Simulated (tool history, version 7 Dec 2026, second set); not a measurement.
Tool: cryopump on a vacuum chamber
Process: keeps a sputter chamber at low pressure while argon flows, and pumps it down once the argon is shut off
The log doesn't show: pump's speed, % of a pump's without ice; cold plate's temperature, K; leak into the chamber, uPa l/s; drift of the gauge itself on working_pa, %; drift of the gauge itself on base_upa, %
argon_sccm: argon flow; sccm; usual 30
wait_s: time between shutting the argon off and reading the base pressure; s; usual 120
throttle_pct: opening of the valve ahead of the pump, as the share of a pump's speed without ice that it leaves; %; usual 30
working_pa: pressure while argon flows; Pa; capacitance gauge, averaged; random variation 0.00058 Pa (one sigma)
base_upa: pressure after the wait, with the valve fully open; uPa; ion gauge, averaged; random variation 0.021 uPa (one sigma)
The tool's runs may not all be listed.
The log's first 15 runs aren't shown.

| run | hour | argon_sccm | wait_s | throttle_pct | hours of work since the pump was warmed up and emptied | hours of work since the cold head was overhauled | hours of work since the chamber's fittings were tightened | working_pa | base_upa |
|---|---|---|---|---|---|---|---|---|---|
| 16 | 569.6 | 30 | 120 | 20 | 502 | 502 | 502 | 0.115 | 0.8 |
| 17 | 599.9 | 30 | 120 | 30 | 518 | 518 | 518 | 0.0796 | 0.8 |
| 18 | 648.7 | 30 | 115 | 30 | 544 | 544 | 544 | 0.0809 | 0.84 |
| 19 | 674.7 | 39 | 52 | 29 | 558 | 558 | 558 | 0.1062 | 1.1 |
|  | 712.6 | pump warmed up, emptied and cooled again |
| 20 | 713.3 | 12 | 52 | 29 | 0 | 576 | 576 | 0.0302 | 0.99 |
| 21 | 757.1 | 48 | 118 | 15 | 24 | 600 | 600 | 0.2343 | 0.76 |
| 22 | 797.8 | 48 | 118 | 15 | 46 | 621 | 621 | 0.2346 | 0.8 |
| 23 | 845.6 | 28 | 120 | 30 | 71 | 647 | 647 | 0.0702 | 0.76 |
| 24 | 865.7 | 28 | 295 | 55 | 82 | 658 | 658 | 0.0386 | 0.68 |
| 25 | 904.2 | 28 | 41 | 52 | 103 | 678 | 678 | 0.0411 | 1.15 |
| 26 | 933.3 | 20 | 52 | 25 | 118 | 694 | 694 | 0.0593 | 1.06 |
| 27 | 972.3 | 20 | 61 | 25 | 139 | 715 | 715 | 0.0588 | 1.05 |
| 28 | 996.1 | 37 | 44 | 18 | 152 | 728 | 728 | 0.1523 | 1.14 |
| 29 | 1044.9 | 16 | 120 | 30 | 178 | 754 | 754 | 0.0404 | 0.9 |
| 30 | 1083.1 | 30 | 120 | 31 | 198 | 774 | 774 | 0.0729 | 0.91 |
| 31 | 1104.9 | 18 | 120 | 31 | 210 | 786 | 786 | 0.0446 | 0.95 |
| 32 | 1152.8 | 18 | 120 | 31 | 236 | 811 | 811 | 0.0437 | 0.98 |
| 33 | 1174.9 | 53 | 48 | 31 | 247 | 823 | 823 | 0.1305 | 1.25 |

3 ways to go on from here, each from the tool as it stands after run 33. What would each give?
| A | 1201.7 | 48 | 48 | 31 | 262 | 838 | 838 | ? | ? |
| B | 1201.7 | 30 | 65 | 30 | 262 | 838 | 838 | ? | ? |
| C | 1201.7 | 29 | 83 | 39 | 262 | 838 | 838 | ? | ? |

| run | working_pa | base_upa |
|---|---|---|
| A | 0.1175 | 1.24 |
| B | 0.0755 | 1.19 |
| C | 0.0571 | 1.06 |
Without the tool's hidden state the same runs would have given:
| run | working_pa | base_upa |
|---|---|---|
| A | 0.113 | 0.55 |
| B | 0.0727 | 0.47 |
| C | 0.0543 | 0.37 |

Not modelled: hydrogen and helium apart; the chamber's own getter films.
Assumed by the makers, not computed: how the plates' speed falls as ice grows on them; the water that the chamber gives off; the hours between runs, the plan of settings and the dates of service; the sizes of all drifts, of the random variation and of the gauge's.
